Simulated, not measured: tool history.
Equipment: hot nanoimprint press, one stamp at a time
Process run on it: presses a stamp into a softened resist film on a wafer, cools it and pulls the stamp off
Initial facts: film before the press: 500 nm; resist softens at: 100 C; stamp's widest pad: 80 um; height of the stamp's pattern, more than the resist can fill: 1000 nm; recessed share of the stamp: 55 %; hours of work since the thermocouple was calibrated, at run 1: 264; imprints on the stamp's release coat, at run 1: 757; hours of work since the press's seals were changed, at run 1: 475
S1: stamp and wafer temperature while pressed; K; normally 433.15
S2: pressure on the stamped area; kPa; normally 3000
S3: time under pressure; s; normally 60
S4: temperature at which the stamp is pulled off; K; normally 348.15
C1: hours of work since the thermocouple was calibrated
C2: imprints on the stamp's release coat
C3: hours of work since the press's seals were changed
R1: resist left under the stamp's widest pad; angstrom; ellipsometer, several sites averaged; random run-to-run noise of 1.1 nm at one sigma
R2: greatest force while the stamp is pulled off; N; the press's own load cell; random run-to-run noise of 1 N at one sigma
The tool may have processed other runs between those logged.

| run | hour | S1 | S2 | S3 | S4 | C1 | C2 | C3 | R1 | R2 |
|---|---|---|---|---|---|---|---|---|---|---|
| 1 | 0 | 433.15 | 3000 | 60 | 348.15 | 264 | 757 | 475 | 2859 | 106 |
| 2 | 13.3 | 433.15 | 3000 | 60 | 348.15 | 272 | 781 | 483 | 2875 | 107 |
| 3 | 33.5 | 423.15 | 3000 | 60 | 348.15 | 284 | 819 | 495 | 3811 | 110 |
| 4 | 48.5 | 433.15 | 4300 | 60 | 348.15 | 293 | 846 | 503 | 2508 | 109 |
| 5 | 58.4 | 433.15 | 4300 | 60 | 348.15 | 298 | 864 | 509 | 2508 | 110 |
| 6 | 73.1 | 433.15 | 4300 | 60 | 348.15 | 307 | 892 | 518 | 2509 | 109 |
| 7 | 88.7 | 423.15 | 4300 | 60 | 348.15 | 316 | 920 | 527 | 3531 | 110 |
| 8 | 98.5 | 423.15 | 4300 | 60 | 348.15 | 322 | 938 | 533 | 3493 | 110 |
| 9 | 117.6 | 438.15 | 3750 | 76 | 348.15 | 334 | 973 | 544 | 2048 | 110 |
| 10 | 129.5 | 438.15 | 3750 | 76 | 348.15 | 341 | 995 | 551 | 2039 | 109 |
| 11 | 149.3 | 443.15 | 3750 | 76 | 345.15 | 352 | 1032 | 563 | 1709 | 121 |
|  | 154.2 | plate thermocouple calibrated |
| 12 | 170.2 | 443.15 | 3750 | 76 | 345.15 | 9 | 1065 | 574 | 1650 | 118 |
| 13 | 188.8 | 433.15 | 3240 | 60 | 351.15 | 21 | 1099 | 585 | 2709 | 102 |
| 14 | 201 | 433.15 | 3240 | 60 | 351.15 | 28 | 1121 | 592 | 2705 | 100 |
|  | 213.3 | stamp cleaned and given a new release coat |
| 15 | 217.1 | 429.15 | 3000 | 60 | 336.15 | 34 | 7 | 598 | 3162 | 125 |
| 16 | 233.8 | 433.15 | 4380 | 60 | 336.15 | 44 | 38 | 608 | 2452 | 126 |

4 options for the next run, each taken on its own from the tool as it stands now. Forecast them:
| A | 250.4 | 433.15 | 4220 | 60 | 336.15 | 53 | 68 | 618 | ? | ? |
| B | 250.4 | 433.15 | 2130 | 60 | 336.15 | 53 | 68 | 618 | ? | ? |
| C | 250.4 | 437.15 | 3000 | 60 | 348.15 | 53 | 68 | 618 | ? | ? |
| D | 250.4 | 422.15 | 4080 | 45 | 348.15 | 53 | 68 | 618 | ? | ? |

| run | R1 | R2 |
|---|---|---|
| A | 2472 | 126 |
| B | 3131 | 127 |
| C | 2463 | 97 |
| D | 3822 | 94 |
With the hidden condition removed and each run's random variation left untouched, the same runs would have given:
| run | R1 | R2 |
|---|---|---|
| A | 2400 | 124 |
| B | 3085 | 126 |
| C | 2409 | 95 |
| D | 3757 | 93 |
